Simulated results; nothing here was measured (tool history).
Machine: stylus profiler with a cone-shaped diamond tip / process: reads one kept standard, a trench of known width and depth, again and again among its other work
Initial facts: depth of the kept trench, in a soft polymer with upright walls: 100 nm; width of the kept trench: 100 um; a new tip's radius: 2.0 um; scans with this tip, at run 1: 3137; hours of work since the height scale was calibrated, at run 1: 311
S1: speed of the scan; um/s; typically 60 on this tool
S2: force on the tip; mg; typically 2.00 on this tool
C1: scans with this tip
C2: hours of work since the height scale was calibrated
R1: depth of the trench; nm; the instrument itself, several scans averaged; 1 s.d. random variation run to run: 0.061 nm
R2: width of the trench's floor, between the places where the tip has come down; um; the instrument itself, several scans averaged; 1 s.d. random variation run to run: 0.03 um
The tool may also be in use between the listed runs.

run 1 hour=0.0 | S1=60 S2=2.00 | C1=3137 C2=311 | R1=100.49 R2=98.33
run 2 hour=10.2 | S1=60 S2=2.00 | C1=3210 C2=318 | R1=100.40 R2=98.28
run 3 hour=19.6 | S1=60 S2=2.00 | C1=3276 C2=325 | R1=100.47 R2=98.25
run 4 hour=27.5 | S1=60 S2=2.00 | C1=3333 C2=330 | R1=100.42 R2=98.26
run 5 hour=37.6 | S1=60 S2=2.00 | C1=3405 C2=338 | R1=100.45 R2=98.31
run 6 hour=50.4 | S1=138 S2=2.00 | C1=3496 C2=347 | R1=100.51 R2=97.91
run 7 hour=63.9 | S1=60 S2=2.00 | C1=3593 C2=356 | R1=100.49 R2=98.28
run 8 hour=76.7 | S1=60 S2=2.00 | C1=3684 C2=365 | R1=100.58 R2=98.25
run 9 hour=85.4 | S1=60 S2=2.00 | C1=3746 C2=371 | R1=100.58 R2=98.27
run 10 hour=100.7 | S1=60 S2=2.00 | C1=3855 C2=382 | R1=100.39 R2=98.30
run 11 hour=107.6 | S1=60 S2=2.00 | C1=3904 C2=387 | R1=100.51 R2=98.27
run 12 hour=121.1 | S1=163 S2=2.00 | C1=4000 C2=397 | R1=100.46 R2=97.71
run 13 hour=131.9 | S1=163 S2=2.00 | C1=4077 C2=404 | R1=100.57 R2=97.75
run 14 hour=139.4 | S1=163 S2=2.00 | C1=4130 C2=409 | R1=100.40 R2=97.72
run 15 hour=152.9 | S1=60 S2=2.00 | C1=4227 C2=419 | R1=100.44 R2=98.28
run 16 hour=165.7 | S1=60 S2=2.00 | C1=4318 C2=428 | R1=100.49 R2=98.25
run 17 hour=175.1 | S1=60 S2=2.00 | C1=4385 C2=435 | R1=100.49 R2=98.27
run 18 hour=184.9 | S1=60 S2=1.06 | C1=4455 C2=442 | R1=100.15 R2=98.09
run 19 hour=192.0 | S1=60 S2=1.06 | C1=4506 C2=447 | R1=100.27 R2=98.13
run 20 hour=204.1 | S1=60 S2=2.00 | C1=4592 C2=455 | R1=100.53 R2=98.25
run 21 hour=213.8 | S1=60 S2=2.00 | C1=4661 C2=462 | R1=100.43 R2=98.18
run 22 hour=228.7 | S1=60 S2=2.00 | C1=4767 C2=473 | R1=100.41 R2=98.31
run 23 hour=235.5 | S1=60 S2=1.26 | C1=4815 C2=477 | R1=100.22 R2=98.21
run 24 hour=251.4 | S1=97 S2=4.67 | C1=4929 C2=489 | R1=100.92 R2=98.26
run 25 hour=261.9 | S1=34 S2=1.32 | C1=5004 C2=496 | R1=100.28 R2=98.35
run 26 hour=276.0 | S1=34 S2=1.32 | C1=5105 C2=506 | R1=100.28 R2=98.33
run 27 hour=284.9 | S1=28 S2=5.08 | C1=5168 C2=512 | R1=100.90 R2=98.44
run 28 hour=296.4 | S1=67 S2=3.76 | C1=5250 C2=520 | R1=100.81 R2=98.35
run 29 hour=307.8 | S1=18 S2=2.82 | C1=5332 C2=529 | R1=100.69 R2=98.46
run 30 hour=318.5 | S1=28 S2=4.88 | C1=5408 C2=536 | R1=100.87 R2=98.47
run 31 hour=333.6 | S1=26 S2=3.52 | C1=5515 C2=547 | R1=100.69 R2=98.45
run 32 hour=345.4 | S1=61 S2=5.26 | C1=5600 C2=555 | R1=101.00 R2=98.30
run 33 hour=361.1 | S1=61 S2=5.26 | C1=5711 C2=566 | R1=100.95 R2=98.35
run 34 hour=374.9 | S1=61 S2=5.26 | C1=5810 C2=576 | R1=100.87 R2=98.35
run 35 hour=383.0 | S1=60 S2=1.87 | C1=5867 C2=582 | R1=100.38 R2=98.22
run 36 hour=395.3 | S1=52 S2=4.49 | C1=5955 C2=590 | R1=100.78 R2=98.32
run 37 hour=406.8 | S1=52 S2=4.49 | C1=6037 C2=598 | R1=100.76 R2=98.32
run 38 hour=421.8 | S1=42 S2=1.03 | C1=6144 C2=609 | R1=100.12 R2=98.23
run 39 hour=435.2 | S1=42 S2=1.03 | C1=6240 C2=619 | R1=100.19 R2=98.24
run 40 hour=444.3 | S1=224 S2=6.00 | C1=6304 C2=625 | R1=101.09 R2=97.83

Run by run, hidden condition taken away, random variation retained:
The tool's hidden condition here consists of: radius of the tip, um; height scale over the true one, %; drift of the gauge itself on depth_nm, %; drift of the gauge itself on floor_um, %.
run=1 R1=100.62 R2=98.46
run=2 R1=100.53 R2=98.42
run=3 R1=100.60 R2=98.39
run=4 R1=100.55 R2=98.40
run=5 R1=100.59 R2=98.45
run=6 R1=100.65 R2=98.06
run=7 R1=100.64 R2=98.42
run=8 R1=100.73 R2=98.40
run=9 R1=100.73 R2=98.42
run=10 R1=100.55 R2=98.45
run=11 R1=100.67 R2=98.43
run=12 R1=100.63 R2=97.87
run=13 R1=100.74 R2=97.91
run=14 R1=100.57 R2=97.88
run=15 R1=100.62 R2=98.45
run=16 R1=100.67 R2=98.42
run=17 R1=100.67 R2=98.44
run=18 R1=100.34 R2=98.26
run=19 R1=100.46 R2=98.31
run=20 R1=100.73 R2=98.43
run=21 R1=100.63 R2=98.36
run=22 R1=100.61 R2=98.50
run=23 R1=100.42 R2=98.40
run=24 R1=101.13 R2=98.45
run=25 R1=100.49 R2=98.54
run=26 R1=100.50 R2=98.52
run=27 R1=101.12 R2=98.64
run=28 R1=101.03 R2=98.55
run=29 R1=100.92 R2=98.67
run=30 R1=101.10 R2=98.68
run=31 R1=100.93 R2=98.66
run=32 R1=101.24 R2=98.51
run=33 R1=101.20 R2=98.56
run=34 R1=101.12 R2=98.57
run=35 R1=100.63 R2=98.44
run=36 R1=101.04 R2=98.55
run=37 R1=101.02 R2=98.55
run=38 R1=100.38 R2=98.47
run=39 R1=100.46 R2=98.48
run=40 R1=101.36 R2=98.07
